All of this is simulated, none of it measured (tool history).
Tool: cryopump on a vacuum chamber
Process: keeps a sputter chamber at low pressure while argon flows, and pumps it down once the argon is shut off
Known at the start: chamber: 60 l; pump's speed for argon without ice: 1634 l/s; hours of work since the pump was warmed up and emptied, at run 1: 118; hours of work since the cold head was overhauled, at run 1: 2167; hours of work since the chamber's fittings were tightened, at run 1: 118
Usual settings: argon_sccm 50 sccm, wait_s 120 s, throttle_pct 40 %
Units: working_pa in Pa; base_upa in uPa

run	hour	argon_sccm	wait_s	throttle_pct	hours of work since the pump was warmed up and emptied	hours of work since the cold head was overhauled	hours of work since the chamber's fittings were tightened	working_pa	base_upa
1	0.0	50	120	40	118	2167	118	0.1338	1.03
2	69.7	50	120	40	175	2225	175	0.1342	1.04
3	110.3	50	120	40	209	2258	209	0.1359	1.11
4	168.2	50	120	40	256	2305	256	0.1364	1.20
5	228.5	50	120	40	305	2355	305	0.1373	1.28
6	285.0	50	120	40	352	2401	352	0.1373	1.36
7	315.1	50	120	40	376	2426	376	0.1376	1.48
8	347.8	50	120	30	403	2452	403	0.1834	1.46
9	400.9	50	120	40	447	2496	447	0.1409	1.48
10	447.1	50	120	40	485	2534	485	0.1419	1.62
11	515.4	50	120	40	541	2590	541	0.1436	1.72
12	574.1	50	120	40	589	2638	589	0.1456	1.89
13	641.3	50	229	40	644	2693	644	0.1462	1.68
14	687.0	53	120	40	681	2730	681	0.1561	2.11
15	749.3	53	120	40	732	2781	732	0.1576	2.19
16	810.8	50	31	40	783	2832	783	0.1524	4.14
17	871.2	50	31	40	832	2881	832	0.1540	4.27
18	939.0	56	299	17	888	2937	888	0.3711	2.23
19	1011.5	50	120	23	947	2996	947	0.2565	2.78
20	1053.4	56	212	53	981	3030	981	0.1443	2.57
# hour 1067.1: pump warmed up, emptied and cooled again
# hour 1093.2: leaking fittings of the chamber tightened, without venting
21	1130.8	56	44	26	51	3088	31	0.2263	1.90
22	1198.5	43	44	15	106	3144	86	0.2990	2.05
23	1234.1	43	106	22	135	3173	115	0.2074	1.07
24	1264.9	50	214	40	160	3198	141	0.1349	0.75
25	1297.5	50	214	40	187	3225	167	0.1364	0.77
26	1336.8	50	214	40	219	3257	200	0.1356	0.83
27	1392.7	50	175	22	265	3303	245	0.2402	1.03
28	1460.3	43	94	30	321	3358	301	0.1563	1.49
29	1529.7	26	94	36	377	3415	358	0.0786	1.55
30	1585.7	28	25	29	423	3461	404	0.1063	3.82
31	1623.8	39	25	32	455	3492	435	0.1356	4.03
32	1667.2	33	55	47	490	3528	470	0.0804	2.33
33	1736.7	57	75	29	547	3585	527	0.2200	2.09

Forecast each of these 3 alternatives for the next run:
A	1796.0	75	75	29	596	3633	576	?	?
B	1796.0	25	120	29	596	3633	576	?	?
C	1796.0	57	23	29	596	3633	576	?	?

run	working_pa	base_upa
A	0.2914	2.23
B	0.0976	1.83
C	0.2232	4.44
Without the tool's hidden state the same runs would have given:
run	working_pa	base_upa
A	0.2667	1.20
B	0.0893	0.80
C	0.2044	3.42

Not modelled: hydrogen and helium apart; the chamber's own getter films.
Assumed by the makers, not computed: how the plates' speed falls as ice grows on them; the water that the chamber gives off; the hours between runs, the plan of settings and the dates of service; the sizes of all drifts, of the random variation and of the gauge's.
